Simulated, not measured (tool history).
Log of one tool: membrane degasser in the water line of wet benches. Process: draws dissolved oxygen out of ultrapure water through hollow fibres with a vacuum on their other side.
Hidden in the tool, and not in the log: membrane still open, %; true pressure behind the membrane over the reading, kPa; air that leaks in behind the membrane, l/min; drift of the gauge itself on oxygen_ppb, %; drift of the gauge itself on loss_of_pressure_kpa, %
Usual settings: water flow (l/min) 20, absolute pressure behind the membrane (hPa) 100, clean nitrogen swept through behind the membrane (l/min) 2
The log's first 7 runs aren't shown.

run    hour  water flow (l/min)  absolute pressure behind the membrane (hPa)  clean nitrogen swept through behind the membrane (l/min)  hours since the membrane was changed  hours since the vacuum gauge was calibrated  hours since the vacuum lines were made tight  dissolved oxygen in the water behind the degasser (ppb)  pressure that the water loses in the fibres (hPa)
  8   694.3                  20                                           79                                                         2                                  3982                                         1258                                          1094                                                      114                                              482.1
  9   785.5                  20                                           79                                                         2                                  4073                                         1349                                          1185                                                    111.8                                              480.4
 10   895.5                  20                                           79                                                         2                                  4183                                         1459                                          1295                                                    113.6                                              481.6
 11  1024.2                  14                                          100                                                         2                                  4312                                         1587                                          1424                                                    113.2                                              335.9
 12  1148.8                  14                                          100                                                         2                                  4436                                         1712                                          1549                                                    113.1                                              334.2
 13    1286                  14                                          100                                                         2                                  4574                                         1849                                          1686                                                    117.3                                              335.3
 14  1361.1                  20                                          100                                                         2                                  4649                                         1924                                          1761                                                    163.4                                              478.2
 15  1474.9                  20                                          100                                                         2                                  4763                                         2038                                          1875                                                    160.2                                              480.2
 16    1544                  20                                          100                                                      2.19                                  4832                                         2107                                          1944                                                    147.6                                              477.2
 17  1663.3                  20                                          100                                                      2.19                                  4951                                         2227                                          2063                                                    147.3                                              481.3
 18  1731.7                  20                                          100                                                      2.19                                  5019                                         2295                                          2131                                                    149.3                                              479.2
 19  1792.7                  19                                          100                                                      1.16                                  5080                                         2356                                          2192                                                    249.8                                              451.3
 20  1855.8                  19                                          100                                                      1.16                                  5143                                         2419                                          2256                                                      251                                                456
 21  1932.8                  17                                           85                                                       4.4                                  5220                                         2496                                          2333                                                     51.9                                              409.1
 22  2040.1                  17                                           85                                                       4.4                                  5328                                         2603                                          2440                                                       53                                              412.6
 23  2176.2                  21                                           85                                                      0.95                                  5464                                         2739                                          2576                                                    254.4                                              506.3
 24  2295.3                  20                                          100                                                      3.61                                  5583                                         2858                                          2695                                                     93.7                                              480.5
 25  2407.8                  20                                          100                                                      3.61                                  5695                                         2971                                          2808                                                     93.4                                              481.1
 26  2512.1                  23                                          157                                                      3.61                                  5800                                         3075                                          2912                                                    194.4                                              553.2
 27  2652.8                  13                                          131                                                      3.61                                  5940                                         3216                                          3053                                                       89                                                313
 28  2724.2                  29                                          173                                                      5.17                                  6012                                         3287                                          3124                                                    198.3                                              697.5
 29  2803.8                  29                                          173                                                      5.17                                  6091                                         3367                                          3204                                                      195                                              701.8
 30    2867                  22                                          100                                                         2                                  6155                                         3430                                          3267                                                    175.2                                              531.3
 31  2934.7                  22                                          100                                                         2                                  6222                                         3498                                          3335                                                    177.8                                              526.5

Forecast each of these 5 alternatives for the next run:
  A  3002.6                  22                                           72                                                       1.5                                  6290                                         3566                                          3402                                                        ?                                                  ?
  B  3002.6                  20                                          173                                                         2                                  6290                                         3566                                          3402                                                        ?                                                  ?
  C  3002.6                  14                                          178                                                         2                                  6290                                         3566                                          3402                                                        ?                                                  ?
  D  3002.6                  16                                          110                                                         2                                  6290                                         3566                                          3402                                                        ?                                                  ?
  E  3002.6                  18                                          100                                                      1.85                                  6290                                         3566                                          3402                                                        ?                                                  ?

run  dissolved oxygen in the water behind the degasser (ppb)  pressure that the water loses in the fibres (hPa)
  A                                                    138.9                                              525.3
  B                                                    324.2                                              481.8
  C                                                    240.7                                              337.3
  D                                                      148                                              382.3
  E                                                    156.1                                              430.5
Without the tool's hidden state the same runs would have given:
run  dissolved oxygen in the water behind the degasser (ppb)  pressure that the water loses in the fibres (hPa)
  A                                                    138.3                                              524.4
  B                                                    323.5                                                481
  C                                                      240                                              336.8
  D                                                    147.5                                              381.7
  E                                                    155.6                                              429.9
